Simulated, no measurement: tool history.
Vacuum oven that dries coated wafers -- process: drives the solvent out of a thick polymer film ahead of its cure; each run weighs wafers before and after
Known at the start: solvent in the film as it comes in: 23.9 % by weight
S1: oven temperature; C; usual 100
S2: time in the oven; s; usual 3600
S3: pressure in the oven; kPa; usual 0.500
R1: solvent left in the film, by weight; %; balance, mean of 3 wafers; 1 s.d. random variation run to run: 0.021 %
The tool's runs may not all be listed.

| run | hour | S1 | S2 | S3 | R1 |
|---|---|---|---|---|---|
| 1 | 0.0 | 100 | 3600 | 0.500 | 1.95 |
| 2 | 17.5 | 100 | 3600 | 0.500 | 1.92 |
| 3 | 36.4 | 100 | 3600 | 0.500 | 1.89 |
| 4 | 48.3 | 100 | 3600 | 0.500 | 1.92 |
| 5 | 68.8 | 100 | 3600 | 0.500 | 1.93 |
| 6 | 79.3 | 100 | 3600 | 0.500 | 1.96 |
| 7 | 96.8 | 100 | 3600 | 0.500 | 1.92 |
| 8 | 113.9 | 100 | 3600 | 0.500 | 1.76 |
| 9 | 129.9 | 100 | 3600 | 0.500 | 1.78 |
| 10 | 141.5 | 100 | 3600 | 0.500 | 1.76 |
| 11 | 162.6 | 100 | 3600 | 0.500 | 1.79 |
| 12 | 181.8 | 112 | 2340 | 0.609 | 1.48 |
| 13 | 190.5 | 98 | 2580 | 0.609 | 4.71 |
| 14 | 206.9 | 114 | 3600 | 1.449 | 0.75 |
| 15 | 218.6 | 106 | 4260 | 0.500 | 0.75 |
| 16 | 229.4 | 85 | 2100 | 0.445 | 11.07 |
| 17 | 239.8 | 85 | 2100 | 0.445 | 11.09 |
| 18 | 256.1 | 98 | 2100 | 0.445 | 5.96 |
| 19 | 274.7 | 114 | 1860 | 0.368 | 1.82 |
| 20 | 289.9 | 114 | 1860 | 0.368 | 1.83 |

Missing from the log above: 2 entries noted between runs. For each, name the pair of listed runs it sits between and say how the tool's hidden condition differs from the listed run just before to the listed run just after:
After run 7, before run 8: oven's thermocouples calibrated (hour 100.4)
  true wafer temperature over the reading, C: 1.25 -> 1.96; true pressure over the reading, kPa: 0.199 -> 0.202
  the result without the hidden state subtracted from the measured one, R1: -0.18 -> -0.33 %
After run 11, before run 12: oven's thermocouples calibrated, once more (hour 167.5)
  true wafer temperature over the reading, C: 1.99 -> -0.08; true pressure over the reading, kPa: 0.214 -> 0.218
  the result without the hidden state subtracted from the measured one, R1: -0.32 -> +0.09 %
